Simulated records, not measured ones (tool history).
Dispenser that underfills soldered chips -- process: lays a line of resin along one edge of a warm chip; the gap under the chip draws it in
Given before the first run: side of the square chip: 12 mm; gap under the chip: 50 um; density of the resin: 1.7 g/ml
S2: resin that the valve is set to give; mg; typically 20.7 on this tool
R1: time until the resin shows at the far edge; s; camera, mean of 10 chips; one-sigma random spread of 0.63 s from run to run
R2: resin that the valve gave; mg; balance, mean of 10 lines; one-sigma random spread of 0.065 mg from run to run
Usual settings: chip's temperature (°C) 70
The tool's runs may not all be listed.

{"run": 1, "day": 0.0, "chip's temperature (°C)": 70, "S2": 20.7, "R1": 55.9, "R2": 19.94}
{"run": 2, "day": 0.304, "chip's temperature (°C)": 70, "S2": 24.5, "R1": 84.4, "R2": 23.56}
{"day": 0.483, "done": "new syringe of resin"}
{"run": 3, "day": 0.8, "chip's temperature (°C)": 70, "S2": 20.7, "R1": 78.4, "R2": 19.85}
{"day": 1.038, "done": "new syringe of resin"}
{"run": 4, "day": 1.112, "chip's temperature (°C)": 70, "S2": 26.8, "R1": 54.8, "R2": 25.7}
{"run": 5, "day": 1.496, "chip's temperature (°C)": 70, "S2": 20.7, "R1": 96.5, "R2": 19.69}
{"day": 1.604, "done": "new syringe of resin"}
{"run": 6, "day": 2.012, "chip's temperature (°C)": 70, "S2": 20.7, "R1": 90.8, "R2": 19.7}
{"day": 2.138, "done": "new syringe of resin"}
{"run": 7, "day": 2.35, "chip's temperature (°C)": 56, "S2": 20.7, "R1": 128.6, "R2": 19.6}
{"day": 2.683, "done": "new syringe of resin"}
{"run": 8, "day": 2.779, "chip's temperature (°C)": 56, "S2": 20.7, "R1": 105.3, "R2": 19.46}
{"run": 9, "day": 3.196, "chip's temperature (°C)": 56, "S2": 20.7, "R1": 193.6, "R2": 19.61}
{"day": 3.262, "done": "new syringe of resin"}
{"day": 3.375, "done": "dispensing valve cleaned and set on the balance"}
{"run": 10, "day": 3.7, "chip's temperature (°C)": 56, "S2": 20.7, "R1": 157.9, "R2": 20.66}
{"day": 3.867, "done": "new syringe of resin"}
{"run": 11, "day": 4.075, "chip's temperature (°C)": 58, "S2": 20.7, "R1": 112.1, "R2": 20.54}
{"run": 12, "day": 4.325, "chip's temperature (°C)": 58, "S2": 20.7, "R1": 158.8, "R2": 20.44}
{"day": 4.425, "done": "new syringe of resin"}
{"run": 13, "day": 4.646, "chip's temperature (°C)": 58, "S2": 20.7, "R1": 114.8, "R2": 20.51}
{"day": 4.971, "done": "new syringe of resin"}
{"run": 14, "day": 5.054, "chip's temperature (°C)": 83, "S2": 20.7, "R1": 32.4, "R2": 20.43}
{"run": 15, "day": 5.471, "chip's temperature (°C)": 83, "S2": 20.7, "R1": 59, "R2": 20.34}
{"day": 5.538, "done": "new syringe of resin"}
{"run": 16, "day": 5.942, "chip's temperature (°C)": 83, "S2": 20.7, "R1": 52.6, "R2": 20.26}
{"day": 6.096, "done": "new syringe of resin"}
{"run": 17, "day": 6.483, "chip's temperature (°C)": 83, "S2": 20.7, "R1": 50.7, "R2": 20.08}
{"day": 6.671, "done": "new syringe of resin"}
{"run": 18, "day": 6.933, "chip's temperature (°C)": 58, "S2": 20.7, "R1": 117.6, "R2": 20.23}
{"day": 7.221, "done": "new syringe of resin"}
{"run": 19, "day": 7.338, "chip's temperature (°C)": 72, "S2": 23.3, "R1": 51.9, "R2": 22.54}
{"day": 7.758, "done": "new syringe of resin"}
{"run": 20, "day": 7.8, "chip's temperature (°C)": 61, "S2": 26.4, "R1": 74, "R2": 25.49}
{"run": 21, "day": 8.146, "chip's temperature (°C)": 83, "S2": 20.7, "R1": 50.8, "R2": 19.88}
{"day": 8.304, "done": "new syringe of resin"}
{"run": 22, "day": 8.558, "chip's temperature (°C)": 70, "S2": 21.2, "R1": 68.9, "R2": 20.25}
{"day": 8.871, "done": "new syringe of resin"}
{"run": 23, "day": 9.108, "chip's temperature (°C)": 84, "S2": 21.5, "R1": 38.8, "R2": 20.51}
{"day": 9.446, "done": "new syringe of resin"}
{"run": 24, "day": 9.471, "chip's temperature (°C)": 74, "S2": 23.4, "R1": 41.1, "R2": 22.23}
{"run": 25, "day": 9.812, "chip's temperature (°C)": 58, "S2": 20, "R1": 136.4, "R2": 18.84}
{"day": 9.992, "done": "new syringe of resin"}
{"day": 10.033, "done": "stage's temperature calibrated"}
{"run": 26, "day": 10.25, "chip's temperature (°C)": 56, "S2": 20.7, "R1": 139, "R2": 19.63}
{"day": 10.575, "done": "new syringe of resin"}
{"run": 27, "day": 10.821, "chip's temperature (°C)": 56, "S2": 20.7, "R1": 144.8, "R2": 19.51}
{"day": 11.108, "done": "new syringe of resin"}
{"day": 11.308, "done": "dispensing valve cleaned and set on the balance"}
{"run": 28, "day": 11.333, "chip's temperature (°C)": 56, "S2": 20.7, "R1": 135.5, "R2": 20.65}
{"run": 29, "day": 11.604, "chip's temperature (°C)": 80, "S2": 25.3, "R1": 70.2, "R2": 25.36}
{"day": 11.704, "done": "new syringe of resin"}
{"run": 30, "day": 11.929, "chip's temperature (°C)": 65, "S2": 25.3, "R1": 93.6, "R2": 25.34}
{"day": 12.233, "done": "new syringe of resin"}
{"run": 31, "day": 12.433, "chip's temperature (°C)": 69, "S2": 21.2, "R1": 74.6, "R2": 20.99}
{"day": 12.8, "done": "new syringe of resin"}
{"run": 32, "day": 12.858, "chip's temperature (°C)": 56, "S2": 23.3, "R1": 106.9, "R2": 23.04}
{"run": 33, "day": 13.217, "chip's temperature (°C)": 73, "S2": 19.8, "R1": 86.3, "R2": 19.64}
{"day": 13.329, "done": "new syringe of resin"}
{"run": 34, "day": 13.712, "chip's temperature (°C)": 73, "S2": 19.8, "R1": 83.2, "R2": 19.41}
{"day": 13.871, "done": "new syringe of resin"}
{"run": 35, "day": 14.25, "chip's temperature (°C)": 63, "S2": 18.1, "R1": 130.8, "R2": 17.57}
{"day": 14.408, "done": "new syringe of resin"}
{"run": 36, "day": 14.671, "chip's temperature (°C)": 79, "S2": 21.1, "R1": 54.2, "R2": 20.51}

3 ways to go on from here, each from the tool as it stands after run 36. What would each give?
{"day": 14.938, "done": "new syringe of resin"}
{"run": "A", "day": 15.108, "chip's temperature (°C)": 80, "S2": 24.4, "R1": "?", "R2": "?"}
{"day": 14.938, "done": "new syringe of resin"}
{"run": "B", "day": 15.108, "chip's temperature (°C)": 70, "S2": 24.4, "R1": "?", "R2": "?"}
{"day": 14.938, "done": "new syringe of resin"}
{"run": "C", "day": 15.108, "chip's temperature (°C)": 59, "S2": 20.1, "R1": "?", "R2": "?"}

run=A R1=45.4 R2=23.58
run=B R1=68.6 R2=23.69
run=C R1=112.5 R2=19.54
Stripped of hidden state, with their random variation kept, the same runs would have yielded:
run=A R1=36.5 R2=24.28
run=B R1=55.2 R2=24.39
run=C R1=90.6 R2=20.13
